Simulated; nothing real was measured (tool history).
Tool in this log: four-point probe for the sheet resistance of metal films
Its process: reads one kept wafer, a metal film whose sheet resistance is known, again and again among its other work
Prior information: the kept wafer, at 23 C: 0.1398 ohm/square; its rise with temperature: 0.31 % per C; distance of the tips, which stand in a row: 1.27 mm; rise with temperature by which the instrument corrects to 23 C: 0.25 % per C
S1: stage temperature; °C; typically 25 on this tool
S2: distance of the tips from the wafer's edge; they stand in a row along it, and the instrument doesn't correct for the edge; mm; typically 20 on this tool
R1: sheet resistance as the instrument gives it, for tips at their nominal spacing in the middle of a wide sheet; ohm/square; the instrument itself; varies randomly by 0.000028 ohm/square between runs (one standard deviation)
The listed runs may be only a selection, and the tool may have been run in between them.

| run | hour | S1 | S2 | R1 |
|---|---|---|---|---|
| 1 | 0.0 | 25 | 20 | 0.138172 |
| 2 | 62.6 | 25 | 8 | 0.139632 |
|  | 76.2 | new probe head fitted |
| 3 | 113.8 | 25 | 20 | 0.139182 |
| 4 | 158.5 | 19 | 20 | 0.138671 |
| 5 | 216.8 | 19 | 20 | 0.138621 |
| 6 | 287.7 | 19 | 20 | 0.138562 |
| 7 | 368.1 | 19 | 20 | 0.138585 |
| 8 | 452.8 | 19 | 20 | 0.138488 |
| 9 | 518.2 | 25 | 20 | 0.138900 |
|  | 522.7 | stage's thermometer calibrated |
| 10 | 575.1 | 34 | 20 | 0.139394 |
| 11 | 665.5 | 21 | 5 | 0.142746 |
| 12 | 723.1 | 19 | 4 | 0.144988 |
| 13 | 797.5 | 19 | 4 | 0.144908 |
| 14 | 891.2 | 19 | 4 | 0.144888 |
| 15 | 951.5 | 19 | 4 | 0.144829 |
| 16 | 1018.6 | 21 | 6 | 0.141086 |
|  | 1072.5 | stage's thermometer calibrated, once more |
| 17 | 1081.8 | 21 | 6 | 0.141363 |
| 18 | 1169.6 | 30 | 67 | 0.138762 |

3 ways to go on from here, each from the tool as it stands after run 18. What would each give?
| A | 1232.0 | 25 | 31 | ? |
| B | 1232.0 | 21 | 69 | ? |
| C | 1232.0 | 35 | 20 | ? |

| run | R1 |
|---|---|
| A | 0.138394 |
| B | 0.138083 |
| C | 0.139321 |
Stripped of hidden state, with their random variation kept, the same runs would have yielded:
| run | R1 |
|---|---|
| A | 0.140027 |
| B | 0.139713 |
| C | 0.140964 |
